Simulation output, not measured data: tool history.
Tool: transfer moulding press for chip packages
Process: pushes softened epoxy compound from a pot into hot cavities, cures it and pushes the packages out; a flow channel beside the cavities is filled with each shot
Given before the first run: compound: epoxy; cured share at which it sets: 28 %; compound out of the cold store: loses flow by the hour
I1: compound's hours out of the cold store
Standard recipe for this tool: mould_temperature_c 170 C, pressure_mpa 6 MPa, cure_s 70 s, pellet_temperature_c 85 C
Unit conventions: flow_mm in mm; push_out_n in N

Run 1, hour 0: usual settings; I1 36.2. Result: flow_mm 862 mm, push_out_n 633 N.
Run 2, hour 13.1: usual settings but pellet_temperature_c 94 C; I1 23. Result: flow_mm 893 mm, push_out_n 675 N.
At hour 15.7: cavities cleaned with cleaning compound and waxed.
Run 3, hour 31.1: usual settings but pellet_temperature_c 94 C; I1 38. Result: flow_mm 848 mm, push_out_n 640 N.
Run 4, hour 50.7: usual settings but pellet_temperature_c 94 C; I1 10.3. Result: flow_mm 924 mm, push_out_n 709 N.
At hour 54.1: cavities cleaned with cleaning compound and waxed.
Run 5, hour 71.8: usual settings but cure_s 52 s, pellet_temperature_c 94 C; I1 8.7. Result: flow_mm 931 mm, push_out_n 1392 N.
Run 6, hour 88.2: usual settings but pellet_temperature_c 79 C; I1 20.8. Result: flow_mm 898 mm, push_out_n 750 N.
At hour 92.8: cavities cleaned with cleaning compound and waxed.
Run 7, hour 111.1: usual settings; I1 33.6. Result: flow_mm 856 mm, push_out_n 659 N.
Run 8, hour 125.2: usual settings but pellet_temperature_c 78 C; I1 38.6. Result: flow_mm 841 mm, push_out_n 712 N.
At hour 131.5: cavities cleaned with cleaning compound and waxed.
Run 9, hour 141.3: usual settings but pellet_temperature_c 83 C; I1 31.8. Result: flow_mm 856 mm, push_out_n 648 N.
Run 10, hour 162.3: usual settings but pellet_temperature_c 83 C; I1 37.7. Result: flow_mm 842 mm, push_out_n 715 N.
At hour 169.8: cavities cleaned with cleaning compound and waxed.
Run 11, hour 176.3: usual settings; I1 46.9. Result: flow_mm 818 mm, push_out_n 584 N.
At hour 180.6: plunger's sealing rings changed.
Run 12, hour 197.2: usual settings but pressure_mpa 7.07 MPa; I1 43.5. Result: flow_mm 916 mm, push_out_n 662 N.
At hour 210.2: cavities cleaned with cleaning compound and waxed.
Run 13, hour 219.9: usual settings but pressure_mpa 7.07 MPa; I1 15.1. Result: flow_mm 1000 mm, push_out_n 642 N.
Run 14, hour 232.1: usual settings but pellet_temperature_c 88 C; I1 23.7. Result: flow_mm 893 mm, push_out_n 685 N.
At hour 249.2: cavities cleaned with cleaning compound and waxed.
Run 15, hour 254.1: usual settings but pellet_temperature_c 88 C; I1 33.3. Result: flow_mm 864 mm, push_out_n 586 N.
Run 16, hour 268.5: usual settings but pellet_temperature_c 88 C; I1 33.3. Result: flow_mm 866 mm, push_out_n 679 N.
At hour 288.2: cavities cleaned with cleaning compound and waxed.
Run 17, hour 290.3: usual settings but mould_temperature_c 173 C, pressure_mpa 6.72 MPa, cure_s 76 s, pellet_temperature_c 84 C; I1 20.4. Result: flow_mm 939 mm, push_out_n 393 N.
Run 18, hour 300.3: usual settings but mould_temperature_c 173 C, pressure_mpa 5.44 MPa, cure_s 91 s, pellet_temperature_c 90 C; I1 19.5. Result: flow_mm 847 mm, push_out_n 376 N.
Run 19, hour 312.3: usual settings but mould_temperature_c 172 C, pressure_mpa 4.83 MPa, cure_s 72 s, pellet_temperature_c 91 C; I1 19.1. Result: flow_mm 804 mm, push_out_n 557 N.
At hour 326.3: cavities cleaned with cleaning compound and waxed.
Run 20, hour 333.9: usual settings but mould_temperature_c 176 C, pressure_mpa 7.24 MPa, cure_s 90 s, pellet_temperature_c 80 C; I1 41.5. Result: flow_mm 901 mm, push_out_n 339 N.
Run 21, hour 348.3: usual settings but mould_temperature_c 167 C, pressure_mpa 5.1 MPa, cure_s 99 s, pellet_temperature_c 81 C; I1 44.5. Result: flow_mm 769 mm, push_out_n 410 N.
Run 22, hour 361.7: usual settings but pressure_mpa 4.9 MPa, pellet_temperature_c 86 C; I1 31.1. Result: flow_mm 776 mm, push_out_n 727 N.
At hour 364.6: cavities cleaned with cleaning compound and waxed.
At hour 375.4: plunger's sealing rings changed.
Run 23, hour 384.3: usual settings but mould_temperature_c 175 C, pellet_temperature_c 83 C; I1 15.4. Result: flow_mm 907 mm, push_out_n 502 N.
Run 24, hour 402.6: usual settings but pressure_mpa 4.69 MPa, cure_s 52 s, pellet_temperature_c 80 C; I1 35. Result: flow_mm 767 mm, push_out_n 1600 N.
At hour 406.2: cavities cleaned with cleaning compound and waxed.
Run 25, hour 413.5: usual settings but mould_temperature_c 174 C, cure_s 89 s; I1 35.1. Result: flow_mm 853 mm, push_out_n 329 N.
Run 26, hour 428: usual settings but mould_temperature_c 174 C, cure_s 89 s; I1 19.3. Result: flow_mm 893 mm, push_out_n 377 N.
At hour 444.8: cavities cleaned with cleaning compound and waxed.
Run 27, hour 446.6: usual settings but mould_temperature_c 164 C, pressure_mpa 5.35 MPa, cure_s 72 s, pellet_temperature_c 81 C; I1 37.6. Result: flow_mm 822 mm, push_out_n 806 N.

3 options for the next run, each taken on its own from the tool as it stands now. Forecast them:
Run A, hour 456.7: usual settings but pressure_mpa 4.83 MPa; I1 9.6. Result: flow_mm ?, push_out_n ?.
Run B, hour 456.7: usual settings but mould_temperature_c 164 C, pressure_mpa 7.06 MPa, cure_s 72 s, pellet_temperature_c 77 C; I1 40. Result: flow_mm ?, push_out_n ?.
Run C, hour 456.7: usual settings but mould_temperature_c 171 C, pressure_mpa 4.58 MPa; I1 23.6. Result: flow_mm ?, push_out_n ?.

run  flow_mm  push_out_n
  A      834         674
  B      938         966
  C      776         611
Had the tool no hidden state, the same runs would have come out as:
run  flow_mm  push_out_n
  A      844         543
  B      949         780
  C      785         494
